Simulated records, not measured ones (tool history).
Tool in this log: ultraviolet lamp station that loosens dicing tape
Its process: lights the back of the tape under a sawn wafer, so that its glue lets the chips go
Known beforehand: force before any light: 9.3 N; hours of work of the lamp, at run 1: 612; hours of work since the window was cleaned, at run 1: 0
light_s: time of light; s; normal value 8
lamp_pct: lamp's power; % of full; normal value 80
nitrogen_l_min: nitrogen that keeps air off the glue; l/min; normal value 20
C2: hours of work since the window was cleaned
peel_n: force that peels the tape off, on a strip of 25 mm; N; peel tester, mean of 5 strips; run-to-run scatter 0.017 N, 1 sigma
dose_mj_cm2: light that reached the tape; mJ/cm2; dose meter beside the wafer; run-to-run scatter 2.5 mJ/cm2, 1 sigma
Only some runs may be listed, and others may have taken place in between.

{"run": 1, "hour": 0.0, "light_s": 8, "lamp_pct": 80, "nitrogen_l_min": 20, "hours of work of the lamp": 612, "C2": 0, "peel_n": 1.405, "dose_mj_cm2": 221}
{"run": 2, "hour": 38.5, "light_s": 8, "lamp_pct": 80, "nitrogen_l_min": 8, "hours of work of the lamp": 631, "C2": 19, "peel_n": 2.122, "dose_mj_cm2": 214}
{"run": 3, "hour": 71.9, "light_s": 8, "lamp_pct": 80, "nitrogen_l_min": 8, "hours of work of the lamp": 647, "C2": 35, "peel_n": 2.161, "dose_mj_cm2": 215}
{"run": 4, "hour": 121.8, "light_s": 8, "lamp_pct": 80, "nitrogen_l_min": 8, "hours of work of the lamp": 671, "C2": 60, "peel_n": 2.168, "dose_mj_cm2": 216}
{"run": 5, "hour": 157.7, "light_s": 8, "lamp_pct": 80, "nitrogen_l_min": 20, "hours of work of the lamp": 689, "C2": 77, "peel_n": 1.483, "dose_mj_cm2": 209}
{"run": 6, "hour": 181.9, "light_s": 5, "lamp_pct": 80, "nitrogen_l_min": 20, "hours of work of the lamp": 701, "C2": 89, "peel_n": 3.061, "dose_mj_cm2": 130}
{"run": 7, "hour": 221.6, "light_s": 5, "lamp_pct": 80, "nitrogen_l_min": 20, "hours of work of the lamp": 720, "C2": 108, "peel_n": 2.979, "dose_mj_cm2": 128}
{"run": 8, "hour": 251.3, "light_s": 8, "lamp_pct": 64, "nitrogen_l_min": 20, "hours of work of the lamp": 735, "C2": 123, "peel_n": 2.286, "dose_mj_cm2": 164}
{"run": 9, "hour": 298.7, "light_s": 8, "lamp_pct": 71, "nitrogen_l_min": 20, "hours of work of the lamp": 758, "C2": 146, "peel_n": 2.003, "dose_mj_cm2": 176}
{"run": 10, "hour": 335.0, "light_s": 8, "lamp_pct": 62, "nitrogen_l_min": 20, "hours of work of the lamp": 775, "C2": 164, "peel_n": 2.433, "dose_mj_cm2": 155}
{"run": 11, "hour": 384.8, "light_s": 6, "lamp_pct": 80, "nitrogen_l_min": 20, "hours of work of the lamp": 800, "C2": 188, "peel_n": 2.663, "dose_mj_cm2": 143}
{"hour": 394.6, "done": "lamp changed"}
{"run": 12, "hour": 415.7, "light_s": 8, "lamp_pct": 80, "nitrogen_l_min": 20, "hours of work of the lamp": 10, "C2": 203, "peel_n": 0.928, "dose_mj_cm2": 275}
{"run": 13, "hour": 471.9, "light_s": 8, "lamp_pct": 80, "nitrogen_l_min": 9, "hours of work of the lamp": 38, "C2": 230, "peel_n": 1.458, "dose_mj_cm2": 269}
{"run": 14, "hour": 510.0, "light_s": 8, "lamp_pct": 80, "nitrogen_l_min": 20, "hours of work of the lamp": 56, "C2": 249, "peel_n": 0.984, "dose_mj_cm2": 266}
{"run": 15, "hour": 557.6, "light_s": 8, "lamp_pct": 80, "nitrogen_l_min": 20, "hours of work of the lamp": 80, "C2": 272, "peel_n": 0.991, "dose_mj_cm2": 259}
{"run": 16, "hour": 606.6, "light_s": 8, "lamp_pct": 62, "nitrogen_l_min": 20, "hours of work of the lamp": 104, "C2": 296, "peel_n": 1.707, "dose_mj_cm2": 201}
{"run": 17, "hour": 654.1, "light_s": 8, "lamp_pct": 62, "nitrogen_l_min": 20, "hours of work of the lamp": 127, "C2": 319, "peel_n": 1.723, "dose_mj_cm2": 196}
{"run": 18, "hour": 690.2, "light_s": 8, "lamp_pct": 62, "nitrogen_l_min": 8, "hours of work of the lamp": 144, "C2": 337, "peel_n": 2.604, "dose_mj_cm2": 194}
{"run": 19, "hour": 742.9, "light_s": 8, "lamp_pct": 62, "nitrogen_l_min": 8, "hours of work of the lamp": 170, "C2": 363, "peel_n": 2.573, "dose_mj_cm2": 192}
{"run": 20, "hour": 792.5, "light_s": 8, "lamp_pct": 62, "nitrogen_l_min": 8, "hours of work of the lamp": 194, "C2": 387, "peel_n": 2.533, "dose_mj_cm2": 188}
{"run": 21, "hour": 844.0, "light_s": 8, "lamp_pct": 62, "nitrogen_l_min": 8, "hours of work of the lamp": 220, "C2": 412, "peel_n": 2.636, "dose_mj_cm2": 184}
{"run": 22, "hour": 866.6, "light_s": 10, "lamp_pct": 99, "nitrogen_l_min": 11, "hours of work of the lamp": 231, "C2": 423, "peel_n": 0.644, "dose_mj_cm2": 360}
{"run": 23, "hour": 919.2, "light_s": 10, "lamp_pct": 99, "nitrogen_l_min": 11, "hours of work of the lamp": 256, "C2": 449, "peel_n": 0.666, "dose_mj_cm2": 357}
{"hour": 934.9, "done": "window cleaned of glue's vapour"}
{"run": 24, "hour": 961.2, "light_s": 10, "lamp_pct": 99, "nitrogen_l_min": 11, "hours of work of the lamp": 277, "C2": 13, "peel_n": 0.543, "dose_mj_cm2": 390}
{"run": 25, "hour": 986.6, "light_s": 10, "lamp_pct": 99, "nitrogen_l_min": 11, "hours of work of the lamp": 289, "C2": 25, "peel_n": 0.559, "dose_mj_cm2": 390}
{"run": 26, "hour": 1033.6, "light_s": 10, "lamp_pct": 99, "nitrogen_l_min": 25, "hours of work of the lamp": 312, "C2": 48, "peel_n": 0.339, "dose_mj_cm2": 380}
{"run": 27, "hour": 1081.6, "light_s": 10, "lamp_pct": 99, "nitrogen_l_min": 25, "hours of work of the lamp": 336, "C2": 72, "peel_n": 0.351, "dose_mj_cm2": 373}
{"run": 28, "hour": 1118.5, "light_s": 16, "lamp_pct": 80, "nitrogen_l_min": 20, "hours of work of the lamp": 354, "C2": 90, "peel_n": 0.199, "dose_mj_cm2": 489}
{"run": 29, "hour": 1170.9, "light_s": 6, "lamp_pct": 77, "nitrogen_l_min": 13, "hours of work of the lamp": 379, "C2": 115, "peel_n": 2.415, "dose_mj_cm2": 168}
{"run": 30, "hour": 1208.1, "light_s": 6, "lamp_pct": 77, "nitrogen_l_min": 13, "hours of work of the lamp": 397, "C2": 134, "peel_n": 2.443, "dose_mj_cm2": 171}
{"run": 31, "hour": 1251.5, "light_s": 4, "lamp_pct": 65, "nitrogen_l_min": 13, "hours of work of the lamp": 419, "C2": 155, "peel_n": 4.411, "dose_mj_cm2": 93}
{"run": 32, "hour": 1288.5, "light_s": 11, "lamp_pct": 80, "nitrogen_l_min": 26, "hours of work of the lamp": 437, "C2": 173, "peel_n": 0.566, "dose_mj_cm2": 312}
{"run": 33, "hour": 1329.6, "light_s": 8, "lamp_pct": 63, "nitrogen_l_min": 26, "hours of work of the lamp": 457, "C2": 193, "peel_n": 1.901, "dose_mj_cm2": 179}
{"run": 34, "hour": 1375.6, "light_s": 7, "lamp_pct": 80, "nitrogen_l_min": 6, "hours of work of the lamp": 479, "C2": 215, "peel_n": 2.802, "dose_mj_cm2": 197}
{"run": 35, "hour": 1405.4, "light_s": 7, "lamp_pct": 80, "nitrogen_l_min": 6, "hours of work of the lamp": 494, "C2": 230, "peel_n": 2.606, "dose_mj_cm2": 193}
{"run": 36, "hour": 1458.3, "light_s": 7, "lamp_pct": 80, "nitrogen_l_min": 6, "hours of work of the lamp": 520, "C2": 256, "peel_n": 2.74, "dose_mj_cm2": 188}
{"run": 37, "hour": 1491.8, "light_s": 8, "lamp_pct": 88, "nitrogen_l_min": 22, "hours of work of the lamp": 536, "C2": 272, "peel_n": 1.183, "dose_mj_cm2": 234}
{"run": 38, "hour": 1531.5, "light_s": 8, "lamp_pct": 80, "nitrogen_l_min": 9, "hours of work of the lamp": 555, "C2": 292, "peel_n": 2.105, "dose_mj_cm2": 209}
{"run": 39, "hour": 1556.6, "light_s": 5, "lamp_pct": 88, "nitrogen_l_min": 19, "hours of work of the lamp": 568, "C2": 304, "peel_n": 2.721, "dose_mj_cm2": 143}
{"run": 40, "hour": 1587.7, "light_s": 8, "lamp_pct": 72, "nitrogen_l_min": 7, "hours of work of the lamp": 583, "C2": 319, "peel_n": 2.807, "dose_mj_cm2": 187}
{"run": 41, "hour": 1612.6, "light_s": 6, "lamp_pct": 72, "nitrogen_l_min": 21, "hours of work of the lamp": 595, "C2": 331, "peel_n": 2.697, "dose_mj_cm2": 136}

What if the next run were any one of these 3? Each begins from the tool's condition after run 41:
{"run": "A", "hour": 1661.6, "light_s": 8, "lamp_pct": 73, "nitrogen_l_min": 20, "hours of work of the lamp": 619, "C2": 355, "peel_n": "?", "dose_mj_cm2": "?"}
{"run": "B", "hour": 1661.6, "light_s": 5, "lamp_pct": 68, "nitrogen_l_min": 20, "hours of work of the lamp": 619, "C2": 355, "peel_n": "?", "dose_mj_cm2": "?"}
{"run": "C", "hour": 1661.6, "light_s": 8, "lamp_pct": 78, "nitrogen_l_min": 20, "hours of work of the lamp": 619, "C2": 355, "peel_n": "?", "dose_mj_cm2": "?"}

run=A peel_n=1.922 dose_mj_cm2=186
run=B peel_n=3.765 dose_mj_cm2=108
run=C peel_n=1.724 dose_mj_cm2=196
What these runs would have given with no unlogged condition in the tool:
run=A peel_n=1.02 dose_mj_cm2=262
run=B peel_n=2.572 dose_mj_cm2=153
run=C peel_n=0.882 dose_mj_cm2=278

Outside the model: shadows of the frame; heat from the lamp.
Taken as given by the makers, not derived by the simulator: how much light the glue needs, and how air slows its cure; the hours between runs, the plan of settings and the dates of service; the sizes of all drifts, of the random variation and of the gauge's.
